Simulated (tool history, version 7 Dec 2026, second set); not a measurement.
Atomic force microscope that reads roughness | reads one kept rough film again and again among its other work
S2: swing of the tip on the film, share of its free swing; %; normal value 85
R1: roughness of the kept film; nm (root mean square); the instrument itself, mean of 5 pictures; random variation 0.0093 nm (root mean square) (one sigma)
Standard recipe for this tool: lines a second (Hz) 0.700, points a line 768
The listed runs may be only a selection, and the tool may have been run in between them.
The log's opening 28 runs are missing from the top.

At hour 1184.7: new tip fitted.
Run 29, hour 1205.7: usual settings but lines a second (Hz) 1.559. Result: R1 2.013 nm (root mean square).
At hour 1235.1: new tip fitted.
Run 30, hour 1240.2: usual settings but lines a second (Hz) 2.514, points a line 1002. Result: R1 1.966 nm (root mean square).
Run 31, hour 1270.1: usual settings but lines a second (Hz) 0.945, points a line 259. Result: R1 2.075 nm (root mean square).
At hour 1284.1: new tip fitted.
Run 32, hour 1315.0: usual settings but lines a second (Hz) 2.716, points a line 259. Result: R1 1.936 nm (root mean square).
At hour 1336.6: new tip fitted.
Run 33, hour 1347.5: usual settings but points a line 259. Result: R1 2.096 nm (root mean square).
At hour 1385.5: new tip fitted.
Run 34, hour 1385.5: usual settings but S2 68 %, points a line 900. Result: R1 2.118 nm (root mean square).
Run 35, hour 1416.8: usual settings but lines a second (Hz) 1.793, S2 86 %, points a line 896. Result: R1 1.990 nm (root mean square).
At hour 1437.4: new tip fitted.
Run 36, hour 1474.8: usual settings but lines a second (Hz) 3.970, S2 81 %, points a line 442. Result: R1 1.908 nm (root mean square).
At hour 1487.9: new tip fitted.
Run 37, hour 1508.8: usual settings but lines a second (Hz) 3.970, S2 81 %, points a line 442. Result: R1 1.907 nm (root mean square).
At hour 1536.2: new tip fitted.
Run 38, hour 1545.6: usual settings but lines a second (Hz) 3.970, S2 81 %, points a line 442. Result: R1 1.908 nm (root mean square).

The next listed run, before its measurement:
Run 39, hour 1582.9: usual settings but lines a second (Hz) 3.970, S2 81 %, points a line 442. Result: R1 ?.

Run 39 produced R1 1.908 nm (root mean square).
If the tool had no hidden condition, the same run with the same run-to-run variation would have returned R1 1.911 nm (root mean square).
